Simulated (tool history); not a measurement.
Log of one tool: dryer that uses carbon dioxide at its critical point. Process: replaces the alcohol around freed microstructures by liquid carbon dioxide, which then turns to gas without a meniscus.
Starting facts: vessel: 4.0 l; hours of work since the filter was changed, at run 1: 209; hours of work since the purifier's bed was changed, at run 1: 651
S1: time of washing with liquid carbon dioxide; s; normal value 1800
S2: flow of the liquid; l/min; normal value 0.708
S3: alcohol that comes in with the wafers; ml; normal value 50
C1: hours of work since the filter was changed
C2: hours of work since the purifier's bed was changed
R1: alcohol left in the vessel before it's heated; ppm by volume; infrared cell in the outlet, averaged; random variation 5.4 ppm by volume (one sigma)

run	day	S1	S2	S3	C1	C2	R1
1	0.000	1800	0.708	50	209	651	265
2	0.908	1800	0.708	41	225	667	236
3	1.812	1800	0.708	41	241	683	240
4	2.554	1800	0.708	41	255	697	247
5	3.192	1800	0.708	50	266	708	285
6	3.729	1800	0.708	50	275	717	290
7	4.850	1800	0.708	50	295	737	299
8	5.404	1800	0.708	50	305	747	299
9	6.600	1800	0.708	50	326	768	313
# day 7.004: inlet filter changed
10	7.358	1800	0.708	50	6	781	246
11	8.317	1800	0.708	50	23	798	248
12	9.233	2340	0.708	50	39	814	150
13	10.208	1560	0.708	50	57	831	384
14	10.717	1560	0.708	50	66	841	383
15	11.971	1560	0.708	50	88	863	399
16	12.671	1560	0.708	50	100	875	412
17	13.850	1560	0.708	50	121	896	403
18	14.367	1560	0.708	50	131	905	414
19	15.062	1560	0.708	50	143	918	403
20	15.571	1560	0.708	50	152	927	424
21	16.683	1560	0.708	50	172	946	427
# day 16.979: purifier's bed changed
22	17.850	1560	0.708	50	190	15	318
23	18.433	1800	1.125	50	200	26	33
24	18.971	2640	1.125	50	210	35	10
25	19.758	2640	0.880	50	224	49	25
26	20.512	2640	0.880	50	237	63	18
27	21.162	2640	0.880	50	249	74	19
28	22.000	2880	0.624	50	264	89	43
29	22.738	2880	0.624	50	277	102	58
30	23.854	1140	1.008	26	296	122	178
31	24.579	2220	1.008	86	309	135	39
32	25.767	2520	0.708	29	330	156	48
# day 25.883: inlet filter changed
33	26.708	2520	0.708	29	15	172	44
34	27.262	2520	0.708	29	24	182	45
35	28.292	1800	0.720	92	43	200	285
36	29.492	1800	1.020	24	64	221	33
37	30.667	1800	1.020	24	85	242	52
38	31.583	1800	0.589	50	101	258	363
39	32.379	1320	1.168	86	115	272	155
40	33.221	1920	1.019	36	130	287	63
41	34.075	1560	1.019	36	145	302	85
42	35.283	1560	0.531	48	167	324	754
43	36.096	2880	0.917	25	181	338	56
44	37.042	2880	0.917	25	198	355	57
45	37.854	1800	0.785	50	212	369	165
46	38.900	1800	0.785	50	231	388	165

How would selected steps in R1 from run to run divide? Give the signed amount a tool lacking its hidden state would still show from settings, what came in and random variation, and the signed amount left for the hidden state, including any gauge scatter that is not in both of the compared results.
Hidden conditions of the tool in this case: flow that reaches the vessel past the clogged filter, %; alcohol in the recycled carbon dioxide, ppm; drift of the gauge itself on alcohol_ppm, %.
Run 21 -> 22: purifier's bed changed. R1 -109 ppm by volume: hidden state -119, all else +10.
Run 37 -> 38: S2 1.020 -> 0.589, S3 24 -> 50. R1 +311 ppm by volume: hidden state +34, all else +277.
Run 41 -> 42: S2 1.019 -> 0.531, S3 36 -> 48. R1 +669 ppm by volume: hidden state +82, all else +587.
Run 42 -> 43: S1 1560 -> 2880, S2 0.531 -> 0.917, S3 48 -> 25. R1 -698 ppm by volume: hidden state -85, all else -613.
